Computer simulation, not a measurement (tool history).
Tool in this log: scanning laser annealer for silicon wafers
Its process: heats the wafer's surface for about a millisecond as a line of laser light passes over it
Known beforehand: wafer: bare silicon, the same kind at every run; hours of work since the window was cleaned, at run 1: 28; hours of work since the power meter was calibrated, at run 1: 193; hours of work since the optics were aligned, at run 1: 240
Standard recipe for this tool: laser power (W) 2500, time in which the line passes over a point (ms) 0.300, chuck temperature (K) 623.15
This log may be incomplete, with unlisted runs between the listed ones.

| run | hour | laser power (W) | time in which the line passes over a point (ms) | chuck temperature (K) | hours of work since the window was cleaned | hours of work since the power meter was calibrated | hours of work since the optics were aligned | highest temperature of the surface (K) |
|---|---|---|---|---|---|---|---|---|
| 1 | 0.0 | 2500 | 0.300 | 623.15 | 28 | 193 | 240 | 1387.15 |
| 2 | 13.5 | 2500 | 0.300 | 660.15 | 34 | 199 | 246 | 1421.15 |
| 3 | 19.8 | 2500 | 0.300 | 631.15 | 36 | 202 | 249 | 1394.15 |
| 4 | 32.6 | 2500 | 0.300 | 657.15 | 42 | 207 | 254 | 1420.15 |
| 5 | 44.7 | 2500 | 0.300 | 631.15 | 47 | 213 | 259 | 1394.15 |
| 6 | 57.6 | 2500 | 0.300 | 631.15 | 53 | 218 | 265 | 1392.15 |
| 7 | 68.9 | 2500 | 0.300 | 631.15 | 57 | 223 | 270 | 1390.15 |
| 8 | 77.0 | 2500 | 0.300 | 631.15 | 61 | 227 | 273 | 1388.15 |
| 9 | 90.2 | 2500 | 0.300 | 631.15 | 67 | 232 | 279 | 1390.15 |
| 10 | 102.4 | 2500 | 0.300 | 623.15 | 72 | 238 | 284 | 1383.15 |
| 11 | 115.0 | 2500 | 0.300 | 659.15 | 77 | 243 | 290 | 1417.15 |
| 12 | 125.6 | 2500 | 0.344 | 623.15 | 82 | 248 | 294 | 1430.15 |
| 13 | 135.7 | 2500 | 0.344 | 623.15 | 86 | 252 | 299 | 1430.15 |
| 14 | 141.9 | 2570 | 0.300 | 623.15 | 89 | 255 | 301 | 1400.15 |
| 15 | 149.8 | 2570 | 0.300 | 623.15 | 92 | 258 | 305 | 1402.15 |
| 16 | 158.5 | 2570 | 0.300 | 623.15 | 96 | 262 | 309 | 1403.15 |
| 17 | 166.4 | 2500 | 0.300 | 623.15 | 100 | 265 | 312 | 1378.15 |
| 18 | 175.7 | 2500 | 0.300 | 623.15 | 104 | 269 | 316 | 1379.15 |
| 19 | 185.5 | 2500 | 0.300 | 623.15 | 108 | 274 | 320 | 1379.15 |
| 20 | 194.2 | 2500 | 0.300 | 623.15 | 112 | 277 | 324 | 1381.15 |
| 21 | 207.1 | 2338 | 0.211 | 607.15 | 117 | 283 | 330 | 1221.15 |
| 22 | 216.4 | 2338 | 0.211 | 607.15 | 121 | 287 | 333 | 1215.15 |
| 23 | 224.1 | 2338 | 0.211 | 607.15 | 125 | 290 | 337 | 1216.15 |
| 24 | 230.2 | 2312 | 0.300 | 609.15 | 127 | 293 | 339 | 1313.15 |
| 25 | 243.4 | 2594 | 0.300 | 628.15 | 133 | 298 | 345 | 1410.15 |
| 26 | 251.8 | 2594 | 0.300 | 628.15 | 136 | 302 | 349 | 1409.15 |
| 27 | 257.8 | 2594 | 0.300 | 628.15 | 139 | 305 | 351 | 1408.15 |
| 28 | 265.4 | 2312 | 0.281 | 623.15 | 142 | 308 | 355 | 1305.15 |
| 29 | 276.8 | 2312 | 0.317 | 599.15 | 147 | 313 | 360 | 1319.15 |
| 30 | 286.3 | 2546 | 0.273 | 599.15 | 151 | 317 | 364 | 1337.15 |
| 31 | 299.4 | 2618 | 0.302 | 638.15 | 157 | 323 | 369 | 1424.15 |
| 32 | 309.8 | 2309 | 0.302 | 637.15 | 161 | 327 | 374 | 1339.15 |
| 33 | 316.4 | 2694 | 0.282 | 648.15 | 164 | 330 | 377 | 1434.15 |
| 34 | 328.8 | 2253 | 0.300 | 644.15 | 170 | 335 | 382 | 1328.15 |
| 35 | 342.5 | 2657 | 0.227 | 646.15 | 176 | 341 | 388 | 1351.15 |
| 36 | 351.9 | 2595 | 0.254 | 623.15 | 180 | 345 | 392 | 1346.15 |
| 37 | 361.7 | 2595 | 0.327 | 606.15 | 184 | 350 | 396 | 1412.15 |
| 38 | 369.4 | 2595 | 0.327 | 606.15 | 187 | 353 | 400 | 1414.15 |
| 39 | 377.1 | 2659 | 0.327 | 606.15 | 191 | 356 | 403 | 1428.15 |
| 40 | 390.6 | 2351 | 0.300 | 623.15 | 196 | 362 | 409 | 1331.15 |

Difference, measured minus no-hidden-state, one row per run. Run-to-run variation is common to both terms; the gauge's own scatter need not be:
The hidden state here: light that passes the window, % of a clean one's; laser's true power over the reading, %; width of the line over the set one, %; drift of the gauge itself on peak_c, C.
| run | highest temperature of the surface (K) |
|---|---|
| 1 | -10.00 |
| 2 | -11.00 |
| 3 | -11.00 |
| 4 | -11.00 |
| 5 | -12.00 |
| 6 | -12.00 |
| 7 | -13.00 |
| 8 | -14.00 |
| 9 | -13.00 |
| 10 | -14.00 |
| 11 | -14.00 |
| 12 | -16.00 |
| 13 | -17.00 |
| 14 | -16.00 |
| 15 | -16.00 |
| 16 | -17.00 |
| 17 | -16.00 |
| 18 | -17.00 |
| 19 | -17.00 |
| 20 | -17.00 |
| 21 | -15.00 |
| 22 | -15.00 |
| 23 | -15.00 |
| 24 | -18.00 |
| 25 | -19.00 |
| 26 | -20.00 |
| 27 | -21.00 |
| 28 | -18.00 |
| 29 | -19.00 |
| 30 | -20.00 |
| 31 | -22.00 |
| 32 | -20.00 |
| 33 | -22.00 |
| 34 | -20.00 |
| 35 | -21.00 |
| 36 | -22.00 |
| 37 | -25.00 |
| 38 | -25.00 |
| 39 | -26.00 |
| 40 | -23.00 |

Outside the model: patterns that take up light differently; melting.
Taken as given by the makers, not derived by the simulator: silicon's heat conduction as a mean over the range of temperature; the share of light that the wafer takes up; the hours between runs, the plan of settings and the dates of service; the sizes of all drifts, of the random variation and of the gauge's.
